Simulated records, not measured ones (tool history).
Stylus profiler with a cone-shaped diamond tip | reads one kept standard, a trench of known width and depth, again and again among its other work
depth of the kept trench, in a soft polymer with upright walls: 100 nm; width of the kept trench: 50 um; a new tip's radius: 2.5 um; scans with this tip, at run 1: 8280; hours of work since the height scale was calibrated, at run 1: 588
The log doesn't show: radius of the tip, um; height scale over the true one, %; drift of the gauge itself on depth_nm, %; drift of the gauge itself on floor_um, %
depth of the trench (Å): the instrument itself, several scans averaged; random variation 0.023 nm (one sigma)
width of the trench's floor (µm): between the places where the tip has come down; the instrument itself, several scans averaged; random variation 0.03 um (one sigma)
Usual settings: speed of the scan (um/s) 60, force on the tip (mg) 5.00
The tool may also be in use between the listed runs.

run	hour	speed of the scan (um/s)	force on the tip (mg)	scans with this tip	hours of work since the height scale was calibrated	depth of the trench (Å)	width of the trench's floor (µm)
1	0.0	60	5.00	8280	588	1026.3	48.52
2	20.9	60	5.00	8422	598	1026.1	48.53
3	35.5	60	5.00	8521	605	1026.3	48.48
4	58.2	15	5.00	8673	615	1026.3	48.48
5	80.2	15	5.00	8822	626	1026.2	48.52
6	91.3	43	5.00	8897	631	1025.6	48.51
7	104.0	18	5.00	8983	637	1026.0	48.52
8	117.8	60	2.12	9076	644	1014.2	48.43
9	135.7	39	2.12	9197	653	1014.5	48.48
10	151.3	39	13.29	9303	660	1049.8	48.59
11	175.3	68	5.00	9465	672	1026.5	48.48
12	188.6	35	5.00	9555	678	1026.0	48.56
13	199.1	16	6.81	9625	683	1031.8	48.60
14	208.9	60	10.96	9692	688	1043.9	48.54
15	223.3	41	3.91	9789	695	1021.5	48.48
16	244.3	165	4.81	9931	705	1025.4	48.25
17	259.6	49	10.53	10034	712	1042.4	48.51
18	273.0	18	1.90	10125	718	1013.8	48.56
19	292.6	40	1.90	10257	728	1013.5	48.47
20	316.5	47	14.93	10418	739	1054.0	48.56

Forecast each of these 5 alternatives for the next run:
A	333.2	135	13.28	10532	747	?	?
B	333.2	134	2.13	10532	747	?	?
C	333.2	60	5.49	10532	747	?	?
D	333.2	76	10.40	10532	747	?	?
E	333.2	44	3.30	10532	747	?	?

run	depth of the trench (Å)	width of the trench's floor (µm)
A	1049.8	48.40
B	1014.9	48.24
C	1027.8	48.53
D	1042.6	48.49
E	1019.8	48.45
Without the tool's hidden state the same runs would have given:
run	depth of the trench (Å)	width of the trench's floor (µm)
A	1049.8	48.41
B	1014.9	48.26
C	1027.7	48.55
D	1042.5	48.51
E	1019.7	48.47
